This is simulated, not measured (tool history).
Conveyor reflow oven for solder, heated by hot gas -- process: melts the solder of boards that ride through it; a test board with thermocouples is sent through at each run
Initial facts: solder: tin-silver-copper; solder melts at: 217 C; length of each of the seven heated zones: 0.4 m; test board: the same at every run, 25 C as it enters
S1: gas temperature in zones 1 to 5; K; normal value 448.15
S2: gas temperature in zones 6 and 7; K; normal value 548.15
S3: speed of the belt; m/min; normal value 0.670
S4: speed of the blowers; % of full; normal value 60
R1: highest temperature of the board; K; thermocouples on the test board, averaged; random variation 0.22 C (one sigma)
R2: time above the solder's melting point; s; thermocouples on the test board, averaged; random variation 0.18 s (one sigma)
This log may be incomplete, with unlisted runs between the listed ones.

run  hour      S1      S2     S3  S4      R1    R2
  1   0.0  448.15  548.15  0.670  60  529.75  55.9
  2   9.2  448.15  548.15  0.670  60  529.65  56.0
  3  16.6  448.15  538.15  0.670  60  521.25  50.3
  4  24.4  448.15  548.15  0.670  60  529.75  55.9
  5  29.5  448.15  548.15  0.670  60  529.75  56.1
  6  39.8  448.15  548.15  0.670  60  529.35  55.6
  7  45.8  448.15  548.15  0.670  60  529.15  55.9
  8  50.5  448.15  548.15  0.670  60  529.75  55.6
  9  56.7  446.15  546.15  0.750  87  532.05  51.3
 10  62.3  446.15  546.15  0.750  63  524.65  45.6
 11  67.5  437.15  546.15  0.750  65  523.25  42.6
 12  77.2  458.15  550.15  0.630  60  535.25  66.6
 13  83.9  460.15  548.15  0.646  60  533.25  64.7

What does the tool deliver on the next run?
 14  88.9  460.15  548.15  0.646  60   ?   ?

Run 14 measured R1 532.85 K, R2 64.9 s.
Without the tool's hidden state the same run would have given R1 532.85 K, R2 65.0 s.
